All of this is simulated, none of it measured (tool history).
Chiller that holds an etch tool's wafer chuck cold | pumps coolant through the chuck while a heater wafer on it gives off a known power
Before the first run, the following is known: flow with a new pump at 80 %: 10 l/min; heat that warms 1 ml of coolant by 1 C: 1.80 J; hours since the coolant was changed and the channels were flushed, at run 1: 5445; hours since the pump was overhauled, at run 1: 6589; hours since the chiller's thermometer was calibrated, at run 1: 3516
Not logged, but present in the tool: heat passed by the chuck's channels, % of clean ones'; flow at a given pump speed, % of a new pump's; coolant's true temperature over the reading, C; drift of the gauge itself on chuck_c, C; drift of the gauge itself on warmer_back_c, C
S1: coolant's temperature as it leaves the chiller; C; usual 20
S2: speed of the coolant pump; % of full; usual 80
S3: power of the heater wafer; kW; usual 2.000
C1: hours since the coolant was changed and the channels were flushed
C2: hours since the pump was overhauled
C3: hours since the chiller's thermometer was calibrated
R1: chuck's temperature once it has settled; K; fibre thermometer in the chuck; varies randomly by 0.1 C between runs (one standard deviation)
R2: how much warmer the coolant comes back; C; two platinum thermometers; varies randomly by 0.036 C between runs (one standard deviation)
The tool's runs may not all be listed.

run 1 hour=0.0 | S1=20 S2=80 S3=2.000 | C1=5445 C2=6589 C3=3516 | R1=307.25 R2=6.69
run 2 hour=102.6 | S1=20 S2=80 S3=1.332 | C1=5548 C2=6691 C3=3618 | R1=302.45 R2=4.46
run 3 hour=258.5 | S1=20 S2=80 S3=2.000 | C1=5704 C2=6847 C3=3774 | R1=307.45 R2=6.70
run 4 hour=362.8 | S1=20 S2=80 S3=2.000 | C1=5808 C2=6952 C3=3879 | R1=307.45 R2=6.68
-- hour=551.6 coolant changed, channels flushed
run 5 hour=569.2 | S1=20 S2=80 S3=2.000 | C1=18 C2=7152 C3=4079 | R1=307.35 R2=6.69
run 6 hour=761.0 | S1=20 S2=67 S3=2.000 | C1=209 C2=7344 C3=4271 | R1=309.55 R2=8.09
run 7 hour=944.8 | S1=20 S2=95 S3=2.000 | C1=393 C2=7528 C3=4455 | R1=305.35 R2=5.55
run 8 hour=1087.3 | S1=20 S2=80 S3=2.000 | C1=536 C2=7670 C3=4597 | R1=307.35 R2=6.69
run 9 hour=1182.0 | S1=20 S2=80 S3=2.000 | C1=630 C2=7765 C3=4692 | R1=307.45 R2=6.67
-- hour=1199.1 chiller's thermometer calibrated
run 10 hour=1376.4 | S1=20 S2=80 S3=2.000 | C1=824 C2=7958 C3=177 | R1=307.35 R2=6.60
run 11 hour=1555.4 | S1=20 S2=80 S3=1.365 | C1=1003 C2=8137 C3=356 | R1=302.75 R2=4.52
run 12 hour=1704.3 | S1=20 S2=80 S3=1.365 | C1=1152 C2=8286 C3=505 | R1=302.95 R2=4.58
run 13 hour=1897.2 | S1=20 S2=80 S3=2.000 | C1=1345 C2=8479 C3=698 | R1=307.25 R2=6.67
run 14 hour=2087.9 | S1=20 S2=80 S3=1.415 | C1=1535 C2=8670 C3=889 | R1=303.25 R2=4.68
run 15 hour=2173.7 | S1=20 S2=80 S3=1.415 | C1=1621 C2=8755 C3=975 | R1=303.15 R2=4.74
run 16 hour=2316.3 | S1=20 S2=80 S3=1.415 | C1=1764 C2=8898 C3=1117 | R1=303.25 R2=4.67
run 17 hour=2477.2 | S1=13 S2=80 S3=2.000 | C1=1925 C2=9059 C3=1278 | R1=300.35 R2=6.67
run 18 hour=2618.5 | S1=27 S2=80 S3=1.174 | C1=2066 C2=9200 C3=1419 | R1=308.55 R2=3.91
run 19 hour=2753.2 | S1=27 S2=80 S3=1.174 | C1=2201 C2=9335 C3=1554 | R1=308.55 R2=3.89
run 20 hour=2894.1 | S1=25 S2=68 S3=1.992 | C1=2342 C2=9476 C3=1695 | R1=314.55 R2=7.94
run 21 hour=3006.5 | S1=25 S2=68 S3=1.348 | C1=2454 C2=9588 C3=1807 | R1=309.35 R2=5.36
run 22 hour=3093.1 | S1=22 S2=87 S3=1.656 | C1=2540 C2=9675 C3=1894 | R1=306.05 R2=5.12
run 23 hour=3195.9 | S1=26 S2=80 S3=1.079 | C1=2643 C2=9778 C3=1997 | R1=306.85 R2=3.60
run 24 hour=3336.5 | S1=26 S2=80 S3=1.079 | C1=2784 C2=9918 C3=2137 | R1=306.85 R2=3.62
run 25 hour=3426.8 | S1=22 S2=77 S3=2.610 | C1=2874 C2=10009 C3=2228 | R1=314.35 R2=9.12

Run 26 comes next. What will it give?
run 26 hour=3561.5 | S1=22 S2=77 S3=2.610 | C1=3009 C2=10143 C3=2362 | R1=? R2=?

Logged for run 26: R1 314.35 K, R2 9.11 C.
The same run, on a tool lacking any hidden state, would have yielded R1 314.35 K, R2 9.10 C.

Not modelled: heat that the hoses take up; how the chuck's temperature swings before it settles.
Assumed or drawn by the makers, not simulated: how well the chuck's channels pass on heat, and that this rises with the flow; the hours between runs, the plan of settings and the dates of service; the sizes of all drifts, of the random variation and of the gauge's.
